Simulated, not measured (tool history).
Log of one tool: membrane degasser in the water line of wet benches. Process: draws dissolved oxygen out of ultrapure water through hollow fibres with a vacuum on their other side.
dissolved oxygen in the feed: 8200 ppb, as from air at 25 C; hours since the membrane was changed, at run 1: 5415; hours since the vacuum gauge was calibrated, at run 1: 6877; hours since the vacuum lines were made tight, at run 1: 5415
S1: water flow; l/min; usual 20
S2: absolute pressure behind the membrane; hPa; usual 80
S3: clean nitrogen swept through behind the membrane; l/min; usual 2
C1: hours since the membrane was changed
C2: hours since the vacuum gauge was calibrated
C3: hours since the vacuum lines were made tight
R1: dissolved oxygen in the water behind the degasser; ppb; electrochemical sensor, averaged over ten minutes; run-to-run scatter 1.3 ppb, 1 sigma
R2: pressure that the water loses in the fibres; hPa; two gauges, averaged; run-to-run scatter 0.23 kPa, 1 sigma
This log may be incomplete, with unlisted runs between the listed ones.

run,day,S1,S2,S3,C1,C2,C3,R1,R2
1,0,20,80,2,5415,6877,5415,141,609
2,9.925,20,80,2,5653,7116,5653,142.1,610.6
3,15.483,20,80,2.73,5786,7249,5786,111.3,606
4,24.962,20,80,5.44,6014,7477,6014,67.9,607.6
5,33.242,20,80,5.44,6213,7675,6213,67.2,609.9
6,39.221,20,80,5.44,6356,7819,6356,69.7,610.9
# day 41.438: vacuum gauge calibrated
7,49.308,20,80,5.44,6598,189,6598,65.6,613.4
8,55.408,20,80,4.6,6744,335,6744,74.7,611.6
9,64.992,20,77.3,4.6,6974,565,6974,71,614.2
10,76.125,20,77.3,4.6,7241,833,7241,71.1,615.3
11,81.796,20,80,2.05,7377,969,7377,134.1,615.6
12,89.017,20,80,2.05,7551,1142,7551,135.1,619.7
13,97.779,20,80,2.05,7761,1352,7761,135.2,621.2
14,109.058,20,80,2.05,8032,1623,8032,137,619.7
15,117.454,20,80,2.05,8233,1824,8233,136.2,620.7
16,123.342,20,80,1.18,8374,1966,8374,206.2,615.8
17,129.962,19,80,2,8533,2125,8533,131.2,593.9
# day 134.712: seals of the vacuum lines changed
18,139.658,19,80,2,8764,2355,119,128.9,590.7
19,147.083,15,52.9,2.57,8942,2534,297,39.2,464.1
20,155.421,13,197.4,4.55,9142,2734,497,120.1,407.1
21,165.062,21,190.3,4.55,9374,2965,728,203.8,659.5
22,170.038,24,190.3,1.23,9493,3084,848,672.7,748.1
23,176.429,15,68.8,1.23,9647,3238,1001,114.8,466.3
24,184.983,24,80,2,9852,3443,1207,179.7,755.3
25,192.821,15,129.1,1.05,10040,3631,1395,322.3,471.1
26,203.208,15,129.1,1.05,10289,3881,1644,319.2,466.9
27,213.354,15,129.1,1.06,10533,4124,1887,319.8,473.8
28,222.838,20,155.7,2,10760,4352,2115,312.5,631.2
29,232.362,20,155.7,2,10989,4580,2344,316.9,634.4
30,242.075,15,135.9,1.68,11222,4813,2577,227,474.8
31,252.242,12,87,0.96,11466,5057,2821,167.7,379.3
32,260.908,13,80,0.83,11674,5265,3029,177.4,416.6

The logged runs with the hidden state left out (each run's random variation unchanged):
The hidden state here: membrane still open, %; true pressure behind the membrane over the reading, kPa; air that leaks in behind the membrane, l/min; drift of the gauge itself on oxygen_ppb, %; drift of the gauge itself on loss_of_pressure_kpa, %.
run,R1,R2
1,129.6,586
2,130.2,586.6
3,101,581.5
4,59.8,581.9
5,59,583.3
6,61.1,583.8
7,59.8,585.2
8,68.6,582.8
9,64.7,584.5
10,64.4,584.3
11,126.8,584
12,127.5,587.2
13,127.2,587.7
14,128.4,585.1
15,127.3,585.4
16,196.7,580
17,122.6,559
18,121.8,554.9
19,35.6,435.3
20,117.7,381.5
21,193.8,617
22,658.8,698.9
23,109.8,435.1
24,163.9,703.9
25,316.1,438.5
26,312.5,433.5
27,312.5,439.2
28,300.1,584.2
29,303.8,586.5
30,219.5,437.9
31,161.6,349.2
32,169.9,383.1
